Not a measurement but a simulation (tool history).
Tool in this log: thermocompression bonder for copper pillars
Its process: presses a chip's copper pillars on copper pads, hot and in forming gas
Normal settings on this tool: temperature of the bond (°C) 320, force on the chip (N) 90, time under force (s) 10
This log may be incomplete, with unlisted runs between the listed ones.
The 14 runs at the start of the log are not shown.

run	hour	temperature of the bond (°C)	force on the chip (N)	time under force (s)	force that shears a chip off (N)
# hour 234.5: forming gas filter changed
15	247.2	320	63	10	43.5
16	262.8	320	63	10	43.2
17	284.2	320	63	10	42.5
18	301.6	320	63	10	44.1
19	323.7	320	63	10	42.8
20	345	347	90	11	78.8
21	366.3	341	90	11	74.6
22	389.7	342	90	16	80.8
23	406.8	319	90	8	54.4
24	419.5	303	72	13	42
25	441.5	303	72	13	42.7
26	452.4	303	72	13	43.1
27	472	317	59	10	34.8
28	491.5	317	59	10	34.9
29	507.5	338	124	10	85
# hour 517.2: forming gas filter changed
30	528.1	338	124	10	96.7
31	552.6	338	100	10	79.3
32	563.8	338	100	10	79.5
33	574.1	320	128	5	69
34	595	343	94	12	81.6
35	607.6	319	57	14	42.3
36	622.4	339	112	20	100.8
37	641.1	348	112	12	94.8
38	656.4	325	68	18	57.4

Here are 4 independent what-if runs from the current tool condition. What would each one return?
A	675.3	325	84	18	?
B	675.3	316	113	12	?
C	675.3	320	90	29	?
D	675.3	303	54	11	?

run	force that shears a chip off (N)
A	69.8
B	76.3
C	83.2
D	28.8
With the hidden condition removed and each run's random variation left untouched, the same runs would have given:
run	force that shears a chip off (N)
A	81.1
B	88.4
C	95.8
D	34.5

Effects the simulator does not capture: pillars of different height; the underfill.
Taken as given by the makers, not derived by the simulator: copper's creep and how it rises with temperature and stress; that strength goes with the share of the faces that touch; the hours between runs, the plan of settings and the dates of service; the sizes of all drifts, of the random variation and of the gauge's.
